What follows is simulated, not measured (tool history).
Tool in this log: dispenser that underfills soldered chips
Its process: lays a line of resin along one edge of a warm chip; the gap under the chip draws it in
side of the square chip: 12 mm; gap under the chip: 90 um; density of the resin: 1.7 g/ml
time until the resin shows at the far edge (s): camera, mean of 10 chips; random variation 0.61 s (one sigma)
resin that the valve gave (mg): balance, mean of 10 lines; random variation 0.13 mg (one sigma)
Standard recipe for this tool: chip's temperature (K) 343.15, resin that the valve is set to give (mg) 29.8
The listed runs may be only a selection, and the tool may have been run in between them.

| run | hour | chip's temperature (K) | resin that the valve is set to give (mg) | time until the resin shows at the far edge (s) | resin that the valve gave (mg) |
|---|---|---|---|---|---|
| 1 | 0 | 343.15 | 29.8 | 111.5 | 28.16 |
|  | 0.8 | new syringe of resin |
| 2 | 3.2 | 343.15 | 29.8 | 59.3 | 28.07 |
|  | 5.5 | dispensing valve cleaned and set on the balance |
| 3 | 8.5 | 343.15 | 33.7 | 70.8 | 33.58 |
| 4 | 14 | 343.15 | 33.7 | 91.3 | 33.32 |
| 5 | 16.4 | 343.15 | 33.7 | 103 | 33.3 |
|  | 17.2 | new syringe of resin |
| 6 | 20.4 | 343.15 | 33.7 | 62 | 33.15 |
| 7 | 25.8 | 351.15 | 29.8 | 53.4 | 29.4 |
| 8 | 30.9 | 343.15 | 34.7 | 101.2 | 34.09 |
|  | 32.6 | new syringe of resin |
| 9 | 35.9 | 343.15 | 34.7 | 62 | 33.94 |
| 10 | 38.9 | 343.15 | 34.7 | 70.4 | 34.1 |
| 11 | 43.6 | 343.15 | 25.5 | 96.1 | 24.69 |
|  | 48 | new syringe of resin |
| 12 | 48.4 | 343.15 | 25.5 | 58.2 | 24.85 |
| 13 | 52.5 | 343.15 | 32.7 | 63.6 | 31.61 |
| 14 | 57 | 343.15 | 32.7 | 81.1 | 31.41 |
| 15 | 61.5 | 343.15 | 32.7 | 98.5 | 31.44 |
|  | 63.4 | new syringe of resin |
| 16 | 65.1 | 343.15 | 29.8 | 57.6 | 28.64 |
| 17 | 68.7 | 343.15 | 29.8 | 71.6 | 28.61 |
| 18 | 71.8 | 343.15 | 29.8 | 81.3 | 28.55 |
| 19 | 75.8 | 343.15 | 29.8 | 97.6 | 28.27 |
|  | 78.9 | new syringe of resin |
| 20 | 79 | 343.15 | 29.8 | 55.4 | 28.51 |
| 21 | 81.7 | 344.15 | 25.3 | 62 | 24.08 |
| 22 | 84.6 | 352.15 | 32.5 | 43.9 | 30.79 |
| 23 | 89.1 | 352.15 | 32.5 | 53.7 | 30.52 |
|  | 93.9 | dispensing valve cleaned and set on the balance |
| 24 | 93.9 | 334.15 | 34.4 | 164.5 | 34.51 |
|  | 95.3 | new syringe of resin |
| 25 | 98.9 | 334.15 | 34.4 | 101.2 | 34.68 |
| 26 | 102.8 | 344.15 | 34.8 | 69.6 | 34.69 |
| 27 | 108.3 | 329.15 | 30 | 208.5 | 29.63 |
|  | 110.8 | new syringe of resin |
| 28 | 111.8 | 343.15 | 32.7 | 54.8 | 32.22 |
| 29 | 114.3 | 351.15 | 26.5 | 42.4 | 26.02 |
| 30 | 118.6 | 329.15 | 30.4 | 168.4 | 30.27 |
| 31 | 123.6 | 329.15 | 36.4 | 206.5 | 35.66 |
|  | 126.1 | new syringe of resin |
| 32 | 126.5 | 329.15 | 36.4 | 111.2 | 35.83 |
| 33 | 131.7 | 331.15 | 25.4 | 140.7 | 24.95 |
| 34 | 135.3 | 331.15 | 25.4 | 166.6 | 24.74 |
| 35 | 138.2 | 339.15 | 31.8 | 114.8 | 30.96 |
| 36 | 140.8 | 352.15 | 35.8 | 64.8 | 34.6 |

Below, some changes in time until the resin shows at the far edge (s) between adjacent runs. For each, the amount present without the hidden state too (settings, incoming material, random variation) and the amount remaining for the hidden state with gauge scatter not shared by both compared results:
Hidden state present: resin's viscosity, % of fresh resin's; dose that the valve gives, % of what is set; true chip temperature over the reading, C; drift of the gauge itself on fill_s, %; drift of the gauge itself on given_mg, %.
Run 26 -> 27: chip's temperature (K) 344.15 -> 329.15, resin that the valve is set to give (mg) 34.8 -> 30. time until the resin shows at the far edge (s) +138.9: hidden state +75.8, all else +63.1.
Run 27 -> 28: chip's temperature (K) 329.15 -> 343.15, resin that the valve is set to give (mg) 30 -> 32.7, new syringe of resin. time until the resin shows at the far edge (s) -153.7: hidden state -94.4, all else -59.3.
Run 29 -> 30: chip's temperature (K) 351.15 -> 329.15, resin that the valve is set to give (mg) 26.5 -> 30.4. time until the resin shows at the far edge (s) +126: hidden state +46.5, all else +79.5.
Run 31 -> 32: new syringe of resin. time until the resin shows at the far edge (s) -95.3: hidden state -93.9, all else -1.4.
